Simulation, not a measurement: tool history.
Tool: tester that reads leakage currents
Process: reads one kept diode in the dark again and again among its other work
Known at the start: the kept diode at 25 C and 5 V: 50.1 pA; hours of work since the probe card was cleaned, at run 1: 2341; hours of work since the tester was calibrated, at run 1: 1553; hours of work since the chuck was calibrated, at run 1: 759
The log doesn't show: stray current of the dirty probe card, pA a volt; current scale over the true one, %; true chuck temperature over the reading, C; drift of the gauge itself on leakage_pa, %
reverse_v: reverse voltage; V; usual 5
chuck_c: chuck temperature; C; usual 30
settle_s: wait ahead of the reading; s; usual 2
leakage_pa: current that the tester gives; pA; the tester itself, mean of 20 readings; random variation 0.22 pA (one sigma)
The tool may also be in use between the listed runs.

run,day,reverse_v,chuck_c,settle_s,hours of work since the probe card was cleaned,hours of work since the tester was calibrated,hours of work since the chuck was calibrated,leakage_pa
1,0,5,30,2,2341,1553,759,81.92
2,4.633,5,30,2,2397,1609,815,81.8
3,7.779,5,30,9.59,2436,1648,854,82.58
4,10.354,5,30,4.63,2467,1679,885,83.02
5,14.492,5,26,2,2518,1730,936,63.63
6,19.029,5,26,2,2573,1785,991,64.12
7,22.867,5,26,2,2620,1832,1038,64.35
8,26.962,5,26,2,2670,1882,1088,64.74
9,30.296,5,30,2,2711,1923,1129,85.99
10,35.829,5,30,2,2778,1991,1197,85.86
11,39.033,5,30,1.84,2818,2030,1236,86.51
# day 40.204: chuck's temperature calibrated
12,41.938,9.67,38,0.71,2852,2064,21,165.84
13,45.712,5,59,1.33,2898,2111,67,485.06
# day 49.438: tester calibrated
14,50.3,15.46,54,2.25,2953,11,122,546.11
15,52.85,3.91,30,2,2985,42,154,71.46
16,57.821,3.91,30,2,3045,102,214,72.23
17,60.738,5,22,2,3081,138,250,46.36
18,63.454,5,22,2,3114,171,283,46.46
19,69.692,11.63,30,0.33,3190,248,359,114.33

4 ways to go on from here, each from the tool as it stands after run 19. What would each give?
A,74.658,1.04,38,2,3251,308,420,?
B,74.658,15.52,56,0.33,3251,308,420,?
C,74.658,2.39,21,2,3251,308,420,?
D,74.658,3.37,38,2.93,3251,308,420,?

run,leakage_pa
A,78.56
B,639.19
C,32.75
D,118.93
Without the tool's hidden state the same runs would have given:
run,leakage_pa
A,74.31
B,600.97
C,28.99
D,110.8
